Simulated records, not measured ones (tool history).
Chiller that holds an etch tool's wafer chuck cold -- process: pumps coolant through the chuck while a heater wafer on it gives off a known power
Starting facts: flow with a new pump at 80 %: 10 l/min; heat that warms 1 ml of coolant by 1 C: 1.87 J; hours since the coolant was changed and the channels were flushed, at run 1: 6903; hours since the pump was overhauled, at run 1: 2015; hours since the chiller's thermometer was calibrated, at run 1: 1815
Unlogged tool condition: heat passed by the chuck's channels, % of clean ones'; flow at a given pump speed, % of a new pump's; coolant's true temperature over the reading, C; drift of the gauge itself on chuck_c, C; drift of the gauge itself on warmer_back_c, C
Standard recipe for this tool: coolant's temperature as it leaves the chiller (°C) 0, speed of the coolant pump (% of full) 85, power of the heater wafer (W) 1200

run,hour,coolant's temperature as it leaves the chiller (°C),speed of the coolant pump (% of full),power of the heater wafer (W),hours since the coolant was changed and the channels were flushed,hours since the pump was overhauled,hours since the chiller's thermometer was calibrated,chuck's temperature once it has settled (°C),how much warmer the coolant comes back (C)
1,0,0,85,1200,6903,2015,1815,12.5,3.7
2,80.6,0,81,1200,6984,2095,1896,13,3.9
3,131.6,0,81,1200,7035,2146,1947,13,3.89
4,239.4,0,81,1200,7143,2254,2054,13,3.92
5,314.5,0,81,1200,7218,2329,2129,12.9,3.91
6,418.5,0,85,1566,7322,2433,2233,16.3,4.88
7,479.4,0,85,1566,7383,2494,2294,16.3,4.86
8,547.8,0,85,1566,7451,2563,2363,16.3,4.83
9,615.6,0,85,1566,7519,2630,2431,16.6,4.9
10,700.6,0,85,1566,7604,2715,2516,16.3,4.85
11,760.6,0,85,1566,7664,2775,2576,16.3,4.88
# hour 772.3: coolant pump overhauled
12,866,0,85,1566,7764,94,2676,16.7,5.05
# hour 898: chiller's thermometer calibrated
13,969.8,0,85,1566,7867,196,72,17.2,5.05
# hour 997.2: coolant pump overhauled, once more
14,1071.5,0,85,1200,7964,74,168,12.2,3.56
15,1176.2,0,85,1200,8068,179,273,12.2,3.62
16,1233.9,0,85,1200,8126,237,331,12.3,3.62
17,1290.6,0,85,1200,8183,293,388,12.4,3.62
18,1404.9,-1,88,1742,8297,408,502,16.4,5.01
19,1510.7,-6,90,1269,8403,514,608,6.5,3.53
20,1568.4,3,85,712,8461,571,665,10.3,2.2
21,1673.9,3,85,712,8566,677,771,10.5,2.14
22,1763.2,8,72,913,8655,766,860,19.2,3.37
23,1813.1,8,72,913,8705,816,910,19,3.34
24,1900.5,3,66,913,8793,903,997,14.9,3.71
# hour 1974.6: coolant changed, channels flushed
25,2021,9,85,912,46,1018,1112,17.7,2.76
26,2114.1,-5,85,762,140,1111,1205,2.4,2.33
27,2171.3,-5,85,762,197,1168,1262,2.3,2.24
28,2256,-5,85,762,281,1253,1347,2.1,2.26
29,2307.6,-6,88,1200,333,1304,1399,4.9,3.52
30,2398.7,-6,88,1200,424,1396,1490,5.1,3.53
31,2516.2,-6,88,1200,542,1513,1607,5.2,3.54
32,2585.5,-6,88,662,611,1582,1676,0.1,1.94
33,2686.2,-6,88,662,712,1683,1777,0,2.05

Run by run, hidden condition taken away, random variation retained:
run,chuck's temperature once it has settled (°C),how much warmer the coolant comes back (C)
1,11.4,3.58
2,11.8,3.77
3,11.8,3.76
4,11.8,3.78
5,11.7,3.77
6,14.7,4.69
7,14.7,4.67
8,14.7,4.64
9,14.9,4.71
10,14.6,4.65
11,14.6,4.68
12,14.5,4.69
13,14.7,4.69
14,11.1,3.56
15,11.1,3.62
16,11.2,3.62
17,11.3,3.61
18,14.7,4.99
19,5.3,3.51
20,9.5,2.19
21,9.7,2.12
22,18.1,3.34
23,17.9,3.31
24,13.6,3.67
25,17.7,2.73
26,2.3,2.3
27,2.2,2.21
28,2,2.23
29,4.8,3.46
30,4.9,3.47
31,5,3.48
32,0.1,1.91
33,0,2.01

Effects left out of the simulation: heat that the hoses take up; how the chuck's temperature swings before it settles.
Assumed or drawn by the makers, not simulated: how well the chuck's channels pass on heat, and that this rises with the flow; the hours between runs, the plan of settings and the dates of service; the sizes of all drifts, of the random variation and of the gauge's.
